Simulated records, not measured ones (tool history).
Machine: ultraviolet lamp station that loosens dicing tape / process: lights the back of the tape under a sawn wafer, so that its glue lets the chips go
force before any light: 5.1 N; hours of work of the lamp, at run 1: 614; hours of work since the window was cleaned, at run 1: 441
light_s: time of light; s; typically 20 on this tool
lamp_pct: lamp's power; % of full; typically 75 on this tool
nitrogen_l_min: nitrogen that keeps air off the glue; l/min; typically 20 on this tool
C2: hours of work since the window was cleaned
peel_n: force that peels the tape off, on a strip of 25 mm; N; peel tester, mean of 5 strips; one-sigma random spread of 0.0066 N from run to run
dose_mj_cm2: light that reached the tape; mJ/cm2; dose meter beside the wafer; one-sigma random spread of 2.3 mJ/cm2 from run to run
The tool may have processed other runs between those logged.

Run 1, hour 0.0: usual settings; hours of work of the lamp 614; C2 441. Result: peel_n 0.470 N, dose_mj_cm2 136 mJ/cm2.
At hour 8.8: window cleaned of glue's vapour.
Run 2, hour 31.7: usual settings; hours of work of the lamp 634; C2 14. Result: peel_n 0.608 N, dose_mj_cm2 118 mJ/cm2.
Run 3, hour 47.8: usual settings; hours of work of the lamp 644; C2 25. Result: peel_n 0.626 N, dose_mj_cm2 117 mJ/cm2.
Run 4, hour 61.9: usual settings but nitrogen_l_min 32 l/min; hours of work of the lamp 653; C2 33. Result: peel_n 0.479 N, dose_mj_cm2 120 mJ/cm2.
Run 5, hour 92.6: usual settings; hours of work of the lamp 672; C2 53. Result: peel_n 0.623 N, dose_mj_cm2 118 mJ/cm2.
Run 6, hour 126.1: usual settings but lamp_pct 86 % of full; hours of work of the lamp 693; C2 74. Result: peel_n 0.512 N, dose_mj_cm2 129 mJ/cm2.
Run 7, hour 157.4: usual settings; hours of work of the lamp 713; C2 93. Result: peel_n 0.688 N, dose_mj_cm2 109 mJ/cm2.
At hour 172.4: window cleaned of glue's vapour, once more.
At hour 187.3: lamp changed.
Run 8, hour 187.3: usual settings; hours of work of the lamp 0; C2 9. Result: peel_n 0.207 N, dose_mj_cm2 210 mJ/cm2.
Run 9, hour 209.6: usual settings but nitrogen_l_min 14 l/min; hours of work of the lamp 14; C2 23. Result: peel_n 0.267 N, dose_mj_cm2 211 mJ/cm2.
Run 10, hour 230.4: usual settings but nitrogen_l_min 14 l/min; hours of work of the lamp 27; C2 36. Result: peel_n 0.280 N, dose_mj_cm2 209 mJ/cm2.
Run 11, hour 259.8: usual settings but light_s 26 s; hours of work of the lamp 45; C2 54. Result: peel_n 0.179 N, dose_mj_cm2 268 mJ/cm2.
Run 12, hour 277.0: usual settings but light_s 26 s, nitrogen_l_min 35 l/min; hours of work of the lamp 56; C2 65. Result: peel_n 0.167 N, dose_mj_cm2 261 mJ/cm2.
Run 13, hour 300.8: usual settings but light_s 32 s; hours of work of the lamp 71; C2 80. Result: peel_n 0.156 N, dose_mj_cm2 317 mJ/cm2.
Run 14, hour 326.2: usual settings but light_s 32 s; hours of work of the lamp 87; C2 96. Result: peel_n 0.161 N, dose_mj_cm2 315 mJ/cm2.
Run 15, hour 351.0: usual settings but light_s 32 s, lamp_pct 77 % of full, nitrogen_l_min 39 l/min; hours of work of the lamp 103; C2 111. Result: peel_n 0.145 N, dose_mj_cm2 320 mJ/cm2.
Run 16, hour 365.5: usual settings but light_s 32 s, lamp_pct 77 % of full, nitrogen_l_min 39 l/min; hours of work of the lamp 112; C2 120. Result: peel_n 0.154 N, dose_mj_cm2 321 mJ/cm2.
Run 17, hour 386.0: usual settings but light_s 29 s, lamp_pct 69 % of full, nitrogen_l_min 35 l/min; hours of work of the lamp 125; C2 133. Result: peel_n 0.159 N, dose_mj_cm2 254 mJ/cm2.
Run 18, hour 414.4: usual settings but lamp_pct 86 % of full; hours of work of the lamp 142; C2 151. Result: peel_n 0.218 N, dose_mj_cm2 215 mJ/cm2.
Run 19, hour 439.6: usual settings but lamp_pct 86 % of full; hours of work of the lamp 158; C2 167. Result: peel_n 0.215 N, dose_mj_cm2 213 mJ/cm2.
Run 20, hour 472.4: usual settings but lamp_pct 86 % of full; hours of work of the lamp 179; C2 187. Result: peel_n 0.235 N, dose_mj_cm2 208 mJ/cm2.
Run 21, hour 489.6: usual settings but lamp_pct 86 % of full; hours of work of the lamp 190; C2 198. Result: peel_n 0.225 N, dose_mj_cm2 208 mJ/cm2.

Same runs, no hidden state in the tool, same run-to-run variation:
Unlogged tool condition in this case: lamp's light, % of a new lamp's; light that the window lets through, % of a clean one's; drift of the gauge itself on peel_n, %; drift of the gauge itself on dose_mj_cm2, %.
run  peel_n  dose_mj_cm2
  1   0.205          215
  2   0.219          212
  3   0.228          212
  4   0.178          217
  5   0.203          217
  6   0.178          245
  7   0.213          213
  8   0.202          214
  9   0.254          217
 10   0.263          217
 11   0.172          282
 12   0.163          278
 13   0.153          342
 14   0.157          343
 15   0.143          353
 16   0.153          356
 17   0.152          286
 18   0.187          245
 19   0.181          246
 20   0.194          245
 21   0.182          246

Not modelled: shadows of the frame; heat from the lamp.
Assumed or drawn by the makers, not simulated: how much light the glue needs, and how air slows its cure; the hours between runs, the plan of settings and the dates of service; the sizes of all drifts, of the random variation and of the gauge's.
